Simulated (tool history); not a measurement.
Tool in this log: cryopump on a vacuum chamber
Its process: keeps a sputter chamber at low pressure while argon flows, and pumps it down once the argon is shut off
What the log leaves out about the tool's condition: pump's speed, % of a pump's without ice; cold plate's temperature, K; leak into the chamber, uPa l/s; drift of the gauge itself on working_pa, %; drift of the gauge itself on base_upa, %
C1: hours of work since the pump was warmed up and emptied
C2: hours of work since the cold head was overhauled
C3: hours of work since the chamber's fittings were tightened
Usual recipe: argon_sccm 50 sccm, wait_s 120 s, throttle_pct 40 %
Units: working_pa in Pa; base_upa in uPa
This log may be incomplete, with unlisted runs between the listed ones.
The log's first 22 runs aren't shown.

{"run": 23, "hour": 561.1, "argon_sccm": 50, "wait_s": 120, "throttle_pct": 46, "C1": 433, "C2": 1159, "C3": 1702, "working_pa": 0.1078, "base_upa": 1.48}
{"run": 24, "hour": 576.0, "argon_sccm": 50, "wait_s": 120, "throttle_pct": 42, "C1": 447, "C2": 1172, "C3": 1716, "working_pa": 0.1178, "base_upa": 1.52}
{"run": 25, "hour": 603.3, "argon_sccm": 25, "wait_s": 120, "throttle_pct": 40, "C1": 471, "C2": 1196, "C3": 1740, "working_pa": 0.0616, "base_upa": 1.54}
{"run": 26, "hour": 634.6, "argon_sccm": 29, "wait_s": 118, "throttle_pct": 40, "C1": 499, "C2": 1224, "C3": 1768, "working_pa": 0.0722, "base_upa": 1.64}
{"run": 27, "hour": 667.2, "argon_sccm": 73, "wait_s": 120, "throttle_pct": 40, "C1": 527, "C2": 1253, "C3": 1796, "working_pa": 0.1816, "base_upa": 1.66}
{"run": 28, "hour": 697.5, "argon_sccm": 40, "wait_s": 32, "throttle_pct": 51, "C1": 554, "C2": 1280, "C3": 1823, "working_pa": 0.0806, "base_upa": 2.85}
{"run": 29, "hour": 728.7, "argon_sccm": 40, "wait_s": 32, "throttle_pct": 51, "C1": 582, "C2": 1307, "C3": 1851, "working_pa": 0.0808, "base_upa": 2.81}
{"run": 30, "hour": 755.6, "argon_sccm": 40, "wait_s": 32, "throttle_pct": 51, "C1": 606, "C2": 1331, "C3": 1874, "working_pa": 0.0826, "base_upa": 2.88}
{"run": 31, "hour": 771.7, "argon_sccm": 73, "wait_s": 120, "throttle_pct": 47, "C1": 620, "C2": 1345, "C3": 1889, "working_pa": 0.1615, "base_upa": 1.76}
{"run": 32, "hour": 790.4, "argon_sccm": 73, "wait_s": 120, "throttle_pct": 47, "C1": 636, "C2": 1362, "C3": 1905, "working_pa": 0.1607, "base_upa": 1.79}
{"run": 33, "hour": 807.9, "argon_sccm": 73, "wait_s": 120, "throttle_pct": 47, "C1": 652, "C2": 1377, "C3": 1921, "working_pa": 0.1628, "base_upa": 1.79}

Here are 3 independent what-if runs from the current tool condition. What would each one return?
{"run": "A", "hour": 827.0, "argon_sccm": 50, "wait_s": 120, "throttle_pct": 20, "C1": 669, "C2": 1394, "C3": 1938, "working_pa": "?", "base_upa": "?"}
{"run": "B", "hour": 827.0, "argon_sccm": 50, "wait_s": 120, "throttle_pct": 44, "C1": 669, "C2": 1394, "C3": 1938, "working_pa": "?", "base_upa": "?"}
{"run": "C", "hour": 827.0, "argon_sccm": 73, "wait_s": 70, "throttle_pct": 18, "C1": 669, "C2": 1394, "C3": 1938, "working_pa": "?", "base_upa": "?"}

run=A working_pa=0.2454 base_upa=1.79
run=B working_pa=0.1179 base_upa=1.82
run=C working_pa=0.3914 base_upa=2.14
Had the tool no hidden state, the same runs would have come out as:
run=A working_pa=0.2309 base_upa=0.58
run=B working_pa=0.1035 base_upa=0.57
run=C working_pa=0.3704 base_upa=0.9
